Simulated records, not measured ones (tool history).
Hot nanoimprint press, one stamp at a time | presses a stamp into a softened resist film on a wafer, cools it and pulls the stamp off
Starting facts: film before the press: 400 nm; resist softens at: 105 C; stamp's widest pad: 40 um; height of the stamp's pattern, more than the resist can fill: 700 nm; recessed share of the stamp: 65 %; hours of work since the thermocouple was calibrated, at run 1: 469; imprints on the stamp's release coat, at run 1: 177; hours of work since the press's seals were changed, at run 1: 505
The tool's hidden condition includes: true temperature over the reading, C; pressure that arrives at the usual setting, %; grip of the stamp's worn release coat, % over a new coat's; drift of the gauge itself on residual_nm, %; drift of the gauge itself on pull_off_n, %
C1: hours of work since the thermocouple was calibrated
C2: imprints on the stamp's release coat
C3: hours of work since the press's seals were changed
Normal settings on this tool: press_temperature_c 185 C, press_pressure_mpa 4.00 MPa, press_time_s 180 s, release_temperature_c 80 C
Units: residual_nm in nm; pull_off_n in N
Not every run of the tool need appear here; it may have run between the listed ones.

{"run": 1, "hour": 0.0, "press_temperature_c": 185, "press_pressure_mpa": 4.0, "press_time_s": 180, "release_temperature_c": 80, "C1": 469, "C2": 177, "C3": 505, "residual_nm": 167.1, "pull_off_n": 123}
{"hour": 43.7, "done": "plate thermocouple calibrated"}
{"run": 2, "hour": 61.5, "press_temperature_c": 185, "press_pressure_mpa": 4.0, "press_time_s": 134, "release_temperature_c": 80, "C1": 14, "C2": 416, "C3": 550, "residual_nm": 188.4, "pull_off_n": 125}
{"run": 3, "hour": 110.6, "press_temperature_c": 185, "press_pressure_mpa": 4.0, "press_time_s": 134, "release_temperature_c": 80, "C1": 51, "C2": 617, "C3": 587, "residual_nm": 188.5, "pull_off_n": 124}
{"hour": 153.3, "done": "stamp cleaned and given a new release coat"}
{"run": 4, "hour": 153.3, "press_temperature_c": 185, "press_pressure_mpa": 4.0, "press_time_s": 282, "release_temperature_c": 80, "C1": 80, "C2": 0, "C3": 616, "residual_nm": 139.5, "pull_off_n": 123}
{"run": 5, "hour": 195.2, "press_temperature_c": 185, "press_pressure_mpa": 4.0, "press_time_s": 282, "release_temperature_c": 80, "C1": 112, "C2": 171, "C3": 648, "residual_nm": 138.6, "pull_off_n": 122}
{"run": 6, "hour": 259.7, "press_temperature_c": 185, "press_pressure_mpa": 4.0, "press_time_s": 282, "release_temperature_c": 80, "C1": 161, "C2": 435, "C3": 697, "residual_nm": 137.1, "pull_off_n": 122}
{"run": 7, "hour": 334.9, "press_temperature_c": 185, "press_pressure_mpa": 4.0, "press_time_s": 180, "release_temperature_c": 80, "C1": 219, "C2": 743, "C3": 755, "residual_nm": 167.1, "pull_off_n": 125}
{"hour": 346.2, "done": "stamp cleaned and given a new release coat"}
{"run": 8, "hour": 409.5, "press_temperature_c": 185, "press_pressure_mpa": 4.0, "press_time_s": 180, "release_temperature_c": 80, "C1": 272, "C2": 259, "C3": 808, "residual_nm": 167.5, "pull_off_n": 123}
{"run": 9, "hour": 483.4, "press_temperature_c": 185, "press_pressure_mpa": 4.0, "press_time_s": 180, "release_temperature_c": 80, "C1": 328, "C2": 562, "C3": 864, "residual_nm": 166.9, "pull_off_n": 126}
{"run": 10, "hour": 523.5, "press_temperature_c": 185, "press_pressure_mpa": 4.0, "press_time_s": 180, "release_temperature_c": 80, "C1": 359, "C2": 726, "C3": 895, "residual_nm": 165.7, "pull_off_n": 125}
{"hour": 541.5, "done": "stamp cleaned and given a new release coat"}
{"run": 11, "hour": 599.3, "press_temperature_c": 185, "press_pressure_mpa": 4.0, "press_time_s": 180, "release_temperature_c": 80, "C1": 413, "C2": 237, "C3": 949, "residual_nm": 167.7, "pull_off_n": 124}
{"hour": 663.4, "done": "press's hydraulic seals changed and the load cell set to zero"}
{"run": 12, "hour": 674.0, "press_temperature_c": 185, "press_pressure_mpa": 4.0, "press_time_s": 180, "release_temperature_c": 80, "C1": 464, "C2": 510, "C3": 8, "residual_nm": 166.7, "pull_off_n": 125}
{"run": 13, "hour": 712.6, "press_temperature_c": 185, "press_pressure_mpa": 4.0, "press_time_s": 180, "release_temperature_c": 80, "C1": 493, "C2": 668, "C3": 38, "residual_nm": 165.5, "pull_off_n": 125}
{"hour": 727.4, "done": "plate thermocouple calibrated"}
{"hour": 746.7, "done": "stamp cleaned and given a new release coat"}
{"run": 14, "hour": 769.5, "press_temperature_c": 185, "press_pressure_mpa": 4.0, "press_time_s": 180, "release_temperature_c": 80, "C1": 28, "C2": 93, "C3": 75, "residual_nm": 168.6, "pull_off_n": 124}
{"run": 15, "hour": 833.6, "press_temperature_c": 185, "press_pressure_mpa": 4.0, "press_time_s": 180, "release_temperature_c": 80, "C1": 77, "C2": 355, "C3": 124, "residual_nm": 167.5, "pull_off_n": 124}
{"run": 16, "hour": 891.3, "press_temperature_c": 190, "press_pressure_mpa": 6.13, "press_time_s": 180, "release_temperature_c": 80, "C1": 121, "C2": 592, "C3": 168, "residual_nm": 110.6, "pull_off_n": 124}
{"hour": 942.7, "done": "stamp cleaned and given a new release coat"}
{"run": 17, "hour": 962.7, "press_temperature_c": 190, "press_pressure_mpa": 6.13, "press_time_s": 180, "release_temperature_c": 80, "C1": 171, "C2": 81, "C3": 218, "residual_nm": 110.8, "pull_off_n": 124}
{"run": 18, "hour": 1024.6, "press_temperature_c": 190, "press_pressure_mpa": 6.13, "press_time_s": 180, "release_temperature_c": 80, "C1": 219, "C2": 335, "C3": 266, "residual_nm": 110.7, "pull_off_n": 125}
{"run": 19, "hour": 1085.6, "press_temperature_c": 185, "press_pressure_mpa": 3.66, "press_time_s": 180, "release_temperature_c": 80, "C1": 266, "C2": 585, "C3": 313, "residual_nm": 173.3, "pull_off_n": 126}
{"hour": 1134.9, "done": "stamp cleaned and given a new release coat"}
{"run": 20, "hour": 1163.8, "press_temperature_c": 185, "press_pressure_mpa": 3.66, "press_time_s": 180, "release_temperature_c": 80, "C1": 321, "C2": 118, "C3": 368, "residual_nm": 172.6, "pull_off_n": 124}
{"run": 21, "hour": 1240.0, "press_temperature_c": 194, "press_pressure_mpa": 3.66, "press_time_s": 112, "release_temperature_c": 80, "C1": 380, "C2": 430, "C3": 426, "residual_nm": 147.9, "pull_off_n": 127}
{"run": 22, "hour": 1293.1, "press_temperature_c": 194, "press_pressure_mpa": 3.66, "press_time_s": 112, "release_temperature_c": 80, "C1": 420, "C2": 648, "C3": 467, "residual_nm": 147.5, "pull_off_n": 125}
{"hour": 1330.8, "done": "stamp cleaned and given a new release coat"}
{"run": 23, "hour": 1358.7, "press_temperature_c": 179, "press_pressure_mpa": 3.66, "press_time_s": 157, "release_temperature_c": 76, "C1": 466, "C2": 114, "C3": 513, "residual_nm": 230.3, "pull_off_n": 132}
{"run": 24, "hour": 1395.5, "press_temperature_c": 185, "press_pressure_mpa": 4.0, "press_time_s": 180, "release_temperature_c": 85, "C1": 494, "C2": 265, "C3": 541, "residual_nm": 166.6, "pull_off_n": 116}
{"hour": 1405.7, "done": "plate thermocouple calibrated"}
{"run": 25, "hour": 1465.0, "press_temperature_c": 194, "press_pressure_mpa": 3.14, "press_time_s": 180, "release_temperature_c": 85, "C1": 45, "C2": 537, "C3": 592, "residual_nm": 129.4, "pull_off_n": 113}
{"hour": 1526.5, "done": "stamp cleaned and given a new release coat"}
{"run": 26, "hour": 1531.7, "press_temperature_c": 194, "press_pressure_mpa": 2.6, "press_time_s": 120, "release_temperature_c": 79, "C1": 92, "C2": 21, "C3": 639, "residual_nm": 165.5, "pull_off_n": 125}
{"run": 27, "hour": 1565.7, "press_temperature_c": 185, "press_pressure_mpa": 4.0, "press_time_s": 180, "release_temperature_c": 65, "C1": 118, "C2": 161, "C3": 665, "residual_nm": 168.1, "pull_off_n": 151}
{"run": 28, "hour": 1640.7, "press_temperature_c": 185, "press_pressure_mpa": 4.0, "press_time_s": 180, "release_temperature_c": 65, "C1": 176, "C2": 468, "C3": 722, "residual_nm": 167.3, "pull_off_n": 150}
{"hour": 1719.7, "done": "stamp cleaned and given a new release coat"}
{"run": 29, "hour": 1720.2, "press_temperature_c": 185, "press_pressure_mpa": 5.63, "press_time_s": 180, "release_temperature_c": 80, "C1": 232, "C2": 2, "C3": 779, "residual_nm": 143.2, "pull_off_n": 124}
{"run": 30, "hour": 1796.8, "press_temperature_c": 185, "press_pressure_mpa": 4.0, "press_time_s": 227, "release_temperature_c": 80, "C1": 291, "C2": 315, "C3": 838, "residual_nm": 150.3, "pull_off_n": 124}

Below are 3 alternative next runs, each starting from the tool's condition after run 30. Predict each:
{"run": "A", "hour": 1846.5, "press_temperature_c": 185, "press_pressure_mpa": 2.65, "press_time_s": 227, "release_temperature_c": 80, "C1": 329, "C2": 519, "C3": 876, "residual_nm": "?", "pull_off_n": "?"}
{"run": "B", "hour": 1846.5, "press_temperature_c": 185, "press_pressure_mpa": 4.0, "press_time_s": 236, "release_temperature_c": 76, "C1": 329, "C2": 519, "C3": 876, "residual_nm": "?", "pull_off_n": "?"}
{"run": "C", "hour": 1846.5, "press_temperature_c": 185, "press_pressure_mpa": 4.0, "press_time_s": 227, "release_temperature_c": 79, "C1": 329, "C2": 519, "C3": 876, "residual_nm": "?", "pull_off_n": "?"}

run=A residual_nm=180.9 pull_off_n=125
run=B residual_nm=148.2 pull_off_n=132
run=C residual_nm=151.5 pull_off_n=124
Stripped of hidden state, with their random variation kept, the same runs would have yielded:
run=A residual_nm=181.2 pull_off_n=124
run=B residual_nm=148.4 pull_off_n=131
run=C residual_nm=151.6 pull_off_n=124
